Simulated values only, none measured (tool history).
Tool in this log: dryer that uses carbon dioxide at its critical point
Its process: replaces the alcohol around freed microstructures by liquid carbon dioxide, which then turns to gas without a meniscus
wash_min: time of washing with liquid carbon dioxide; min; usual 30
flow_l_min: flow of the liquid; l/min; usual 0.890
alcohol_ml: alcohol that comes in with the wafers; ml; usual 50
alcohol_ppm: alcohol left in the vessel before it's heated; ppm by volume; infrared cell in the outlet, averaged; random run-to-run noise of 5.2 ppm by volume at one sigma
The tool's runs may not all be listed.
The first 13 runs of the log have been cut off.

Run 14, hour 200.9: usual settings. Result: alcohol_ppm 150 ppm by volume.
Run 15, hour 211.6: usual settings. Result: alcohol_ppm 148 ppm by volume.
Run 16, hour 223.8: usual settings. Result: alcohol_ppm 155 ppm by volume.
Run 17, hour 236.6: usual settings. Result: alcohol_ppm 147 ppm by volume.
Run 18, hour 258.0: usual settings but alcohol_ml 93 ml. Result: alcohol_ppm 272 ppm by volume.
Run 19, hour 268.6: usual settings but alcohol_ml 93 ml. Result: alcohol_ppm 265 ppm by volume.
Run 20, hour 284.4: usual settings. Result: alcohol_ppm 161 ppm by volume.
Run 21, hour 295.3: usual settings. Result: alcohol_ppm 146 ppm by volume.
Run 22, hour 316.2: usual settings. Result: alcohol_ppm 160 ppm by volume.
Run 23, hour 335.9: usual settings but wash_min 34 min. Result: alcohol_ppm 110 ppm by volume.
Run 24, hour 349.4: usual settings but wash_min 18 min, flow_l_min 0.739 l/min, alcohol_ml 119 ml. Result: alcohol_ppm 3080 ppm by volume.
Run 25, hour 359.5: usual settings but wash_min 34 min, flow_l_min 0.889 l/min, alcohol_ml 64 ml. Result: alcohol_ppm 128 ppm by volume.
Run 26, hour 372.6: usual settings but wash_min 48 min, flow_l_min 1.063 l/min. Result: alcohol_ppm 41 ppm by volume.
Run 27, hour 393.7: usual settings but flow_l_min 1.027 l/min, alcohol_ml 48 ml. Result: alcohol_ppm 99 ppm by volume.
Run 28, hour 412.6: usual settings but flow_l_min 0.748 l/min, alcohol_ml 25 ml. Result: alcohol_ppm 173 ppm by volume.
Run 29, hour 427.5: usual settings but wash_min 48 min, flow_l_min 1.336 l/min. Result: alcohol_ppm 35 ppm by volume.
Run 30, hour 449.5: usual settings but wash_min 48 min, flow_l_min 1.227 l/min, alcohol_ml 21 ml. Result: alcohol_ppm 35 ppm by volume.
Run 31, hour 461.2: usual settings but wash_min 48 min, flow_l_min 1.227 l/min, alcohol_ml 21 ml. Result: alcohol_ppm 39 ppm by volume.
Run 32, hour 475.9: usual settings but wash_min 48 min, flow_l_min 1.227 l/min, alcohol_ml 21 ml. Result: alcohol_ppm 36 ppm by volume.
Run 33, hour 495.5: usual settings but wash_min 29 min, flow_l_min 0.605 l/min, alcohol_ml 59 ml. Result: alcohol_ppm 832 ppm by volume.

Forecast run 34:
Run 34, hour 514.3: usual settings but wash_min 28 min, alcohol_ml 22 ml. Result: alcohol_ppm ?.

alcohol_ppm: 134 ppm by volume
Without the tool's hidden state the same run would have given alcohol_ppm 56 ppm by volume.

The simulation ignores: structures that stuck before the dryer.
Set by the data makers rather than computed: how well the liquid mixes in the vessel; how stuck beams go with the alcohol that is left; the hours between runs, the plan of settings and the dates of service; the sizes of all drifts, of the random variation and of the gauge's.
